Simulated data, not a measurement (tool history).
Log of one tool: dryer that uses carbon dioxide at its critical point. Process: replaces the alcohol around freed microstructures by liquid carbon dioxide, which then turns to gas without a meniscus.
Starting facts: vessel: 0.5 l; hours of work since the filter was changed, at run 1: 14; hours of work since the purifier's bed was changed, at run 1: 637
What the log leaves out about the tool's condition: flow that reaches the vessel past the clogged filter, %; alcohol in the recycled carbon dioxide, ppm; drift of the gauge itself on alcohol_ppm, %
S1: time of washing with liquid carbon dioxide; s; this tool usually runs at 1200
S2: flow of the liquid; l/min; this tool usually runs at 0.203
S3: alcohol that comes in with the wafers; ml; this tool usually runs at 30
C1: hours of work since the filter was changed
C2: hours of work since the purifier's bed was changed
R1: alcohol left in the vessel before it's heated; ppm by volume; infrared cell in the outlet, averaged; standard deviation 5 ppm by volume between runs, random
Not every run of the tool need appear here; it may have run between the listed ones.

{"run": 1, "hour": 0.0, "S1": 1200, "S2": 0.203, "S3": 30, "C1": 14, "C2": 637, "R1": 163}
{"run": 2, "hour": 31.0, "S1": 1200, "S2": 0.203, "S3": 30, "C1": 31, "C2": 654, "R1": 169}
{"run": 3, "hour": 55.5, "S1": 1200, "S2": 0.203, "S3": 30, "C1": 45, "C2": 668, "R1": 174}
{"run": 4, "hour": 73.8, "S1": 1200, "S2": 0.203, "S3": 30, "C1": 55, "C2": 678, "R1": 165}
{"run": 5, "hour": 110.9, "S1": 1200, "S2": 0.203, "S3": 57, "C1": 75, "C2": 698, "R1": 230}
{"run": 6, "hour": 144.5, "S1": 1200, "S2": 0.203, "S3": 57, "C1": 94, "C2": 717, "R1": 237}
{"run": 7, "hour": 167.1, "S1": 1200, "S2": 0.203, "S3": 57, "C1": 106, "C2": 729, "R1": 261}
{"run": 8, "hour": 186.7, "S1": 1200, "S2": 0.203, "S3": 57, "C1": 117, "C2": 740, "R1": 254}
{"run": 9, "hour": 217.5, "S1": 1500, "S2": 0.203, "S3": 30, "C1": 134, "C2": 757, "R1": 149}
{"run": 10, "hour": 237.3, "S1": 1500, "S2": 0.203, "S3": 30, "C1": 145, "C2": 768, "R1": 137}
{"run": 11, "hour": 276.5, "S1": 1500, "S2": 0.203, "S3": 30, "C1": 167, "C2": 789, "R1": 170}
{"run": 12, "hour": 295.6, "S1": 900, "S2": 0.26, "S3": 50, "C1": 177, "C2": 800, "R1": 316}
{"run": 13, "hour": 313.4, "S1": 900, "S2": 0.26, "S3": 50, "C1": 187, "C2": 810, "R1": 319}
{"run": 14, "hour": 340.5, "S1": 780, "S2": 0.329, "S3": 25, "C1": 202, "C2": 825, "R1": 207}
{"run": 15, "hour": 368.7, "S1": 1200, "S2": 0.18, "S3": 23, "C1": 217, "C2": 840, "R1": 301}
{"run": 16, "hour": 389.9, "S1": 960, "S2": 0.203, "S3": 30, "C1": 229, "C2": 852, "R1": 503}
{"run": 17, "hour": 432.5, "S1": 780, "S2": 0.179, "S3": 30, "C1": 252, "C2": 875, "R1": 1760}
{"run": 18, "hour": 453.7, "S1": 1020, "S2": 0.337, "S3": 30, "C1": 264, "C2": 887, "R1": 172}

For run 19, what comes out?
{"run": 19, "hour": 491.4, "S1": 1200, "S2": 0.203, "S3": 36, "C1": 285, "C2": 908, "R1": "?"}

Run 19 gave R1 291 ppm by volume.
The same run, on a tool lacking any hidden state, would have yielded R1 38 ppm by volume.
